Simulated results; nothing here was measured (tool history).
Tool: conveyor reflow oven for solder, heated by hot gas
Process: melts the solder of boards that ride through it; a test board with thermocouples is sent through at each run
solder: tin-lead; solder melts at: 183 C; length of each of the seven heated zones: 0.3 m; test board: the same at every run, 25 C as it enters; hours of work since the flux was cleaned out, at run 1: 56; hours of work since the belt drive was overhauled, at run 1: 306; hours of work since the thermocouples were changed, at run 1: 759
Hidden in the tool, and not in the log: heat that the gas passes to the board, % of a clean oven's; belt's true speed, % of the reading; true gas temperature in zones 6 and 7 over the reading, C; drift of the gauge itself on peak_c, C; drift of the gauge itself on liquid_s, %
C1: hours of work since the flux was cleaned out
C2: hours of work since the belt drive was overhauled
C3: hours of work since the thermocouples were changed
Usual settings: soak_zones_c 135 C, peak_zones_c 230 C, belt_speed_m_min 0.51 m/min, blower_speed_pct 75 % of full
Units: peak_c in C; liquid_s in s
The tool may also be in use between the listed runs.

run 1 hour=0 | soak_zones_c=135 peak_zones_c=230 belt_speed_m_min=0.51 blower_speed_pct=75 | C1=56 C2=306 C3=759 | peak_c=217.8 liquid_s=52.9
run 2 hour=13.5 | soak_zones_c=135 peak_zones_c=230 belt_speed_m_min=0.51 blower_speed_pct=75 | C1=66 C2=316 C3=769 | peak_c=217.7 liquid_s=53.2
run 3 hour=20.2 | soak_zones_c=135 peak_zones_c=230 belt_speed_m_min=0.51 blower_speed_pct=75 | C1=72 C2=322 C3=774 | peak_c=217.4 liquid_s=52.7
run 4 hour=26.1 | soak_zones_c=135 peak_zones_c=230 belt_speed_m_min=0.51 blower_speed_pct=75 | C1=76 C2=326 C3=779 | peak_c=217.5 liquid_s=52.9
run 5 hour=40.1 | soak_zones_c=135 peak_zones_c=230 belt_speed_m_min=0.51 blower_speed_pct=75 | C1=87 C2=337 C3=790 | peak_c=217.4 liquid_s=52.9
run 6 hour=50.6 | soak_zones_c=135 peak_zones_c=230 belt_speed_m_min=0.51 blower_speed_pct=75 | C1=95 C2=345 C3=798 | peak_c=217.6 liquid_s=52.9
run 7 hour=61.7 | soak_zones_c=135 peak_zones_c=230 belt_speed_m_min=0.51 blower_speed_pct=75 | C1=103 C2=353 C3=806 | peak_c=217.3 liquid_s=52.7
run 8 hour=71.1 | soak_zones_c=135 peak_zones_c=230 belt_speed_m_min=0.51 blower_speed_pct=75 | C1=110 C2=361 C3=813 | peak_c=217.4 liquid_s=52.5
run 9 hour=78.2 | soak_zones_c=135 peak_zones_c=223 belt_speed_m_min=0.51 blower_speed_pct=75 | C1=116 C2=366 C3=819 | peak_c=211.1 liquid_s=48.2
run 10 hour=85.2 | soak_zones_c=135 peak_zones_c=223 belt_speed_m_min=0.51 blower_speed_pct=75 | C1=121 C2=371 C3=824 | peak_c=211.2 liquid_s=47.8
run 11 hour=91.8 | soak_zones_c=120 peak_zones_c=230 belt_speed_m_min=0.51 blower_speed_pct=75 | C1=126 C2=376 C3=829 | peak_c=214.6 liquid_s=46.5
run 12 hour=102.8 | soak_zones_c=120 peak_zones_c=230 belt_speed_m_min=0.51 blower_speed_pct=75 | C1=135 C2=385 C3=838 | peak_c=214.7 liquid_s=46.2
run 13 hour=109.2 | soak_zones_c=120 peak_zones_c=230 belt_speed_m_min=0.51 blower_speed_pct=75 | C1=140 C2=390 C3=842 | peak_c=214.7 liquid_s=46.4
run 14 hour=117.1 | soak_zones_c=135 peak_zones_c=230 belt_speed_m_min=0.51 blower_speed_pct=75 | C1=146 C2=396 C3=849 | peak_c=217.1 liquid_s=52.3
run 15 hour=126.3 | soak_zones_c=127 peak_zones_c=226 belt_speed_m_min=0.608 blower_speed_pct=58 | C1=153 C2=403 C3=856 | peak_c=200.6 liquid_s=26.6
run 16 hour=136.3 | soak_zones_c=136 peak_zones_c=241 belt_speed_m_min=0.486 blower_speed_pct=75 | C1=160 C2=410 C3=863 | peak_c=228.2 liquid_s=62.8
run 17 hour=147 | soak_zones_c=131 peak_zones_c=241 belt_speed_m_min=0.526 blower_speed_pct=55 | C1=168 C2=418 C3=871 | peak_c=218.6 liquid_s=49.4
run 18 hour=156.9 | soak_zones_c=131 peak_zones_c=241 belt_speed_m_min=0.526 blower_speed_pct=55 | C1=176 C2=426 C3=879 | peak_c=218.4 liquid_s=49.4
run 19 hour=165.6 | soak_zones_c=131 peak_zones_c=231 belt_speed_m_min=0.473 blower_speed_pct=55 | C1=183 C2=433 C3=886 | peak_c=214.1 liquid_s=51.9
-- hour=170.9 belt drive overhauled, speed set with a stopwatch
run 20 hour=179.2 | soak_zones_c=147 peak_zones_c=230 belt_speed_m_min=0.555 blower_speed_pct=71 | C1=190 C2=6 C3=893 | peak_c=215.5 liquid_s=50.7
run 21 hour=191.5 | soak_zones_c=127 peak_zones_c=223 belt_speed_m_min=0.545 blower_speed_pct=75 | C1=199 C2=16 C3=902 | peak_c=207.3 liquid_s=39
run 22 hour=204 | soak_zones_c=127 peak_zones_c=223 belt_speed_m_min=0.538 blower_speed_pct=75 | C1=209 C2=25 C3=912 | peak_c=207.6 liquid_s=39.8
run 23 hour=214.9 | soak_zones_c=137 peak_zones_c=223 belt_speed_m_min=0.538 blower_speed_pct=79 | C1=217 C2=34 C3=920 | peak_c=210.2 liquid_s=45.6
run 24 hour=221.7 | soak_zones_c=123 peak_zones_c=237 belt_speed_m_min=0.51 blower_speed_pct=75 | C1=222 C2=39 C3=925 | peak_c=220.9 liquid_s=51.7
run 25 hour=232.1 | soak_zones_c=123 peak_zones_c=237 belt_speed_m_min=0.51 blower_speed_pct=58 | C1=230 C2=47 C3=933 | peak_c=215.6 liquid_s=47.2
run 26 hour=239.1 | soak_zones_c=135 peak_zones_c=242 belt_speed_m_min=0.51 blower_speed_pct=75 | C1=236 C2=52 C3=939 | peak_c=227.1 liquid_s=59
-- hour=246.5 belt drive overhauled, speed set with a stopwatch, once more
run 27 hour=254.6 | soak_zones_c=135 peak_zones_c=235 belt_speed_m_min=0.478 blower_speed_pct=75 | C1=244 C2=6 C3=947 | peak_c=222.5 liquid_s=59.3
run 28 hour=265.6 | soak_zones_c=138 peak_zones_c=233 belt_speed_m_min=0.417 blower_speed_pct=69 | C1=253 C2=15 C3=956 | peak_c=223.8 liquid_s=70.6

Forecast each of these 5 alternatives for the next run:
run A hour=273.7 | soak_zones_c=138 peak_zones_c=233 belt_speed_m_min=0.563 blower_speed_pct=69 | C1=259 C2=21 C3=962 | peak_c=? liquid_s=?
run B hour=273.7 | soak_zones_c=138 peak_zones_c=233 belt_speed_m_min=0.417 blower_speed_pct=64 | C1=259 C2=21 C3=962 | peak_c=? liquid_s=?
run C hour=273.7 | soak_zones_c=135 peak_zones_c=230 belt_speed_m_min=0.538 blower_speed_pct=63 | C1=259 C2=21 C3=962 | peak_c=? liquid_s=?
run D hour=273.7 | soak_zones_c=120 peak_zones_c=221 belt_speed_m_min=0.417 blower_speed_pct=51 | C1=259 C2=21 C3=962 | peak_c=? liquid_s=?
run E hour=273.7 | soak_zones_c=138 peak_zones_c=233 belt_speed_m_min=0.503 blower_speed_pct=69 | C1=259 C2=21 C3=962 | peak_c=? liquid_s=?

run=A peak_c=214 liquid_s=44.8
run=B peak_c=222.6 liquid_s=69.8
run=C peak_c=210.9 liquid_s=43.4
run=D peak_c=205.7 liquid_s=46.3
run=E peak_c=218 liquid_s=53.8
Without the tool's hidden state the same runs would have given:
run=A peak_c=214.6 liquid_s=45.9
run=B peak_c=222 liquid_s=69.9
run=C peak_c=211.3 liquid_s=44.4
run=D peak_c=205.3 liquid_s=46.7
run=E peak_c=218.2 liquid_s=54.5
